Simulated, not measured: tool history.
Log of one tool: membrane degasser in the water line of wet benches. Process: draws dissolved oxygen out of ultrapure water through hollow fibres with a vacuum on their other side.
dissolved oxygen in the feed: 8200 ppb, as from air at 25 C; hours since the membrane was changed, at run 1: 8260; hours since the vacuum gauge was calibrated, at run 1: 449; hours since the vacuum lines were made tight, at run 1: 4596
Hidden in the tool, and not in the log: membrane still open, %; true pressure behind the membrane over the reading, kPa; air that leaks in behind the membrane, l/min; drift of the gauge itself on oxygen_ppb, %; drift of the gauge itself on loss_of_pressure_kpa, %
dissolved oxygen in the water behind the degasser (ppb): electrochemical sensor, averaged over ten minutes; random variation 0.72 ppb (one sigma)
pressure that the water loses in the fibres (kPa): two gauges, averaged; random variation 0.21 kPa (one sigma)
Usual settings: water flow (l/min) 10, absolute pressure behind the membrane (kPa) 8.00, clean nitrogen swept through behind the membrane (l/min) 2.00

run,hour,water flow (l/min),absolute pressure behind the membrane (kPa),clean nitrogen swept through behind the membrane (l/min),hours since the membrane was changed,hours since the vacuum gauge was calibrated,hours since the vacuum lines were made tight,dissolved oxygen in the water behind the degasser (ppb),pressure that the water loses in the fibres (kPa)
1,0.0,10,8.00,2.00,8260,449,4596,69.4,50.44
2,119.8,7,8.00,2.00,8380,569,4716,44.1,35.50
3,287.6,10,8.00,1.73,8547,736,4884,79.6,50.61
4,549.6,12,8.00,2.00,8809,998,5146,95.2,60.98
5,674.1,15,8.00,2.00,8934,1123,5270,147.7,76.29
6,834.6,10,7.44,2.00,9094,1283,5430,63.8,50.84
7,1004.9,10,7.44,2.31,9265,1454,5601,58.9,50.65
8,1174.0,10,8.00,5.20,9434,1623,5770,34.4,50.91
9,1348.2,10,8.00,2.00,9608,1797,5944,72.9,51.43
10,1584.8,10,8.00,2.00,9845,2034,6181,71.3,50.99
11,1759.4,10,8.00,5.19,10019,2208,6355,35.4,51.20
12,1949.2,10,8.00,5.19,10209,2398,6545,36.4,51.19
13,2231.1,14,8.00,2.00,10491,2680,6827,132.7,71.93
14,2355.3,10,8.00,2.00,10615,2804,6951,73.1,51.49
15,2526.8,10,8.00,2.00,10787,2976,7123,74.5,51.94
16,2819.0,10,13.64,2.00,11079,3268,7415,144.7,51.30
17,2988.2,10,13.64,2.00,11248,3437,7584,144.5,51.75
18,3150.9,11,16.13,1.46,11411,3600,7747,261.3,56.65
19,3330.1,9,6.27,0.86,11590,3779,7926,91.8,46.65
20,3490.0,10,9.23,2.00,11750,3939,8086,89.6,51.94
21,3634.6,10,7.05,2.00,11894,4083,8231,63.6,51.85
# hour 3647.0: vacuum gauge calibrated
22,3783.3,11,7.05,2.00,12043,136,8379,78.9,57.29
23,3997.1,7,6.21,2.67,12256,350,8592,25.7,36.44
24,4237.5,7,6.21,2.67,12497,591,8833,25.5,36.28
25,4382.1,7,6.21,2.67,12641,735,8977,25.8,36.56
26,4507.4,8,6.21,1.32,12767,860,9103,57.3,41.76
# hour 4597.2: vacuum gauge calibrated, once more
27,4748.8,8,6.21,1.32,13008,152,9344,51.3,42.33
28,4879.9,6,6.91,2.00,13139,283,9475,31.5,31.73
29,5069.2,6,8.59,2.00,13328,472,9664,45.8,31.23
30,5303.1,6,8.59,2.00,13562,706,9898,44.8,31.42
31,5444.9,7,8.94,2.58,13704,848,10040,44.9,36.84
32,5605.9,9,5.01,1.13,13865,1009,10201,47.1,47.50

Measured less the same run without the tool's hidden state. The same run-to-run variation is in both; the gauge's scatter may not be:
run,dissolved oxygen in the water behind the degasser (ppb),pressure that the water loses in the fibres (kPa)
1,+5.0,+3.02
2,+2.3,+2.16
3,+5.7,+3.12
4,+10.1,+3.87
5,+19.4,+4.91
6,+6.1,+3.34
7,+6.3,+3.39
8,+5.3,+3.45
9,+7.4,+3.52
10,+7.5,+3.60
11,+6.0,+3.69
12,+6.2,+3.76
13,+20.9,+5.40
14,+8.9,+3.90
15,+9.4,+4.00
16,+12.7,+4.07
17,+12.9,+4.16
18,+19.9,+4.63
19,+11.9,+3.87
20,+11.5,+4.36
21,+10.5,+4.42
22,+15.0,+4.93
23,+4.8,+3.19
24,+5.0,+3.25
25,+5.0,+3.29
26,+10.4,+3.80
27,+5.7,+3.92
28,+3.5,+2.96
29,+5.0,+2.99
30,+5.2,+3.05
31,+5.3,+3.61
32,+8.4,+4.69

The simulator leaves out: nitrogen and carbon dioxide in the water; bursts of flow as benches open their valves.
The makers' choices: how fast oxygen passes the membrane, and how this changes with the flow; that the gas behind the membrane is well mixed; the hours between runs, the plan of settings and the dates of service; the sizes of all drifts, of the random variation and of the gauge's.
